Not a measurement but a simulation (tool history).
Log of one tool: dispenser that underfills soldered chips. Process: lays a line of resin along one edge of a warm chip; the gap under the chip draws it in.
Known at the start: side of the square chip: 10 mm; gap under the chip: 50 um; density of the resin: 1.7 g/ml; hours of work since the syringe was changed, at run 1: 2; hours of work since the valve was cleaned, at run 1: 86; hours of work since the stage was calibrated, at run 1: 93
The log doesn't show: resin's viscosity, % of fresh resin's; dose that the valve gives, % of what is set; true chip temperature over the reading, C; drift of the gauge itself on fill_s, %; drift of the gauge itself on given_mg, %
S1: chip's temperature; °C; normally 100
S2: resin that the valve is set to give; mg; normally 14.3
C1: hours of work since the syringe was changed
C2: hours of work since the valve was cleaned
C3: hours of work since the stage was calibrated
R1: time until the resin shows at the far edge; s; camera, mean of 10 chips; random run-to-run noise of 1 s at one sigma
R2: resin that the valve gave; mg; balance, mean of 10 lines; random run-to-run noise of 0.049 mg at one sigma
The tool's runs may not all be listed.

run,hour,S1,S2,C1,C2,C3,R1,R2
1,0,100,14.3,2,86,93,116.6,13.7
2,3.4,100,14.3,5,88,96,148.6,13.72
# hour 4.5: new syringe of resin
3,7.8,100,14.3,3,92,99,121.4,13.66
4,9.9,93,14.3,4,93,101,182.5,13.59
# hour 12.1: new syringe of resin
5,14.3,93,14.3,2,96,104,151.1,13.57
6,18.1,100,14,5,100,107,149.7,13.29
# hour 19.4: new syringe of resin
7,20.5,100,14,1,101,109,106.5,13.37
8,22.4,100,18.5,2,103,110,116.3,17.61
9,25.1,100,18.5,5,105,112,142.2,17.54
# hour 26.8: new syringe of resin
10,29.1,100,14,2,108,115,115.2,13.28
11,32.1,100,14,4,110,118,142.4,13.28
# hour 34.1: new syringe of resin
12,35.3,95,16.8,1,112,120,123.7,15.73
13,38.5,113,16.8,3,115,122,79.7,15.73
# hour 41.6: new syringe of resin
14,41.6,100,15.7,0,117,125,96,14.78
15,45.6,95,17.1,3,120,128,153,16.03
# hour 49: new syringe of resin
16,49.6,95,15,1,123,131,126,14.07
17,51.8,95,15,2,125,132,142,13.99
18,55.3,95,15,5,128,135,182.7,13.95
# hour 56.3: new syringe of resin
19,58.8,95,15,2,130,138,139.3,14
20,62.3,95,15,5,133,140,176.5,13.93
# hour 63.7: new syringe of resin
21,66.8,95,12.4,2,136,144,150.9,11.57

Below are 4 alternative next runs, each starting from the tool's condition after run 21. Predict each:
# hour 69.8: dispensing valve cleaned and set on the balance
# hour 72.3: new syringe of resin
A,72.5,92,13.8,0,2,147,?,?
# hour 69.8: dispensing valve cleaned and set on the balance
# hour 72.3: new syringe of resin
B,72.5,113,12.3,0,2,147,?,?
# hour 69.8: dispensing valve cleaned and set on the balance
# hour 72.3: new syringe of resin
C,72.5,96,16,0,2,147,?,?
# hour 69.8: dispensing valve cleaned and set on the balance
# hour 72.3: new syringe of resin
D,72.5,100,17.3,0,2,147,?,?

run,R1,R2
A,132.2,13.85
B,60.6,12.26
C,111,15.96
D,95.8,17.25
Take away the tool's hidden state, keep each run's random variation, and the runs would have read:
run,R1,R2
A,135,13.85
B,61.7,12.25
C,113.3,15.96
D,97.7,17.24
